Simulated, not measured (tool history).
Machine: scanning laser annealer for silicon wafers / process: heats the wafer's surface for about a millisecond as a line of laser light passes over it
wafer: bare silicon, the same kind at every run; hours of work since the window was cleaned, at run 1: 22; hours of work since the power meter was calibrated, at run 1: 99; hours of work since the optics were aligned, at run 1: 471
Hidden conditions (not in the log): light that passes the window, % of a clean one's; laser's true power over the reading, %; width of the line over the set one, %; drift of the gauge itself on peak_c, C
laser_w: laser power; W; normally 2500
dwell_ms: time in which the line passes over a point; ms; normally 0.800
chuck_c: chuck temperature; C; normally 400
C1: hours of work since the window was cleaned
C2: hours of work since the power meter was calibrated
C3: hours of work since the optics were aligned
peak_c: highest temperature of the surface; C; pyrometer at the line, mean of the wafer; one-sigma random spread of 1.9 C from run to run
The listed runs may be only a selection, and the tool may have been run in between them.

{"run": 1, "hour": 0.0, "laser_w": 2500, "dwell_ms": 0.8, "chuck_c": 400, "C1": 22, "C2": 99, "C3": 471, "peak_c": 1206}
{"run": 2, "hour": 34.7, "laser_w": 2537, "dwell_ms": 0.8, "chuck_c": 400, "C1": 42, "C2": 119, "C3": 490, "peak_c": 1224}
{"run": 3, "hour": 54.8, "laser_w": 2516, "dwell_ms": 0.8, "chuck_c": 400, "C1": 53, "C2": 130, "C3": 502, "peak_c": 1215}
{"run": 4, "hour": 73.9, "laser_w": 2516, "dwell_ms": 0.8, "chuck_c": 400, "C1": 64, "C2": 141, "C3": 512, "peak_c": 1215}
{"run": 5, "hour": 105.6, "laser_w": 2516, "dwell_ms": 0.8, "chuck_c": 400, "C1": 82, "C2": 159, "C3": 530, "peak_c": 1217}
{"run": 6, "hour": 131.6, "laser_w": 2500, "dwell_ms": 0.756, "chuck_c": 400, "C1": 97, "C2": 174, "C3": 545, "peak_c": 1189}
{"run": 7, "hour": 148.4, "laser_w": 2500, "dwell_ms": 0.756, "chuck_c": 400, "C1": 106, "C2": 183, "C3": 554, "peak_c": 1184}
{"run": 8, "hour": 169.1, "laser_w": 2500, "dwell_ms": 0.756, "chuck_c": 400, "C1": 118, "C2": 195, "C3": 566, "peak_c": 1187}
{"run": 9, "hour": 200.6, "laser_w": 2168, "dwell_ms": 0.704, "chuck_c": 400, "C1": 136, "C2": 213, "C3": 584, "peak_c": 1037}
{"run": 10, "hour": 228.5, "laser_w": 2168, "dwell_ms": 0.704, "chuck_c": 400, "C1": 151, "C2": 228, "C3": 600, "peak_c": 1036}
{"run": 11, "hour": 264.1, "laser_w": 2742, "dwell_ms": 0.8, "chuck_c": 400, "C1": 171, "C2": 248, "C3": 620, "peak_c": 1305}

4 options for the next run, each taken on its own from the tool as it stands now. Forecast them:
{"run": "A", "hour": 281.0, "laser_w": 2236, "dwell_ms": 0.8, "chuck_c": 416, "C1": 181, "C2": 258, "C3": 629, "peak_c": "?"}
{"run": "B", "hour": 281.0, "laser_w": 2740, "dwell_ms": 0.978, "chuck_c": 400, "C1": 181, "C2": 258, "C3": 629, "peak_c": "?"}
{"run": "C", "hour": 281.0, "laser_w": 2500, "dwell_ms": 0.575, "chuck_c": 400, "C1": 181, "C2": 258, "C3": 629, "peak_c": "?"}
{"run": "D", "hour": 281.0, "laser_w": 2733, "dwell_ms": 0.8, "chuck_c": 397, "C1": 181, "C2": 258, "C3": 629, "peak_c": "?"}

run=A peak_c=1124
run=B peak_c=1406
run=C peak_c=1078
run=D peak_c=1299
Without the tool's hidden state the same runs would have given:
run=A peak_c=1124
run=B peak_c=1406
run=C peak_c=1079
run=D peak_c=1299
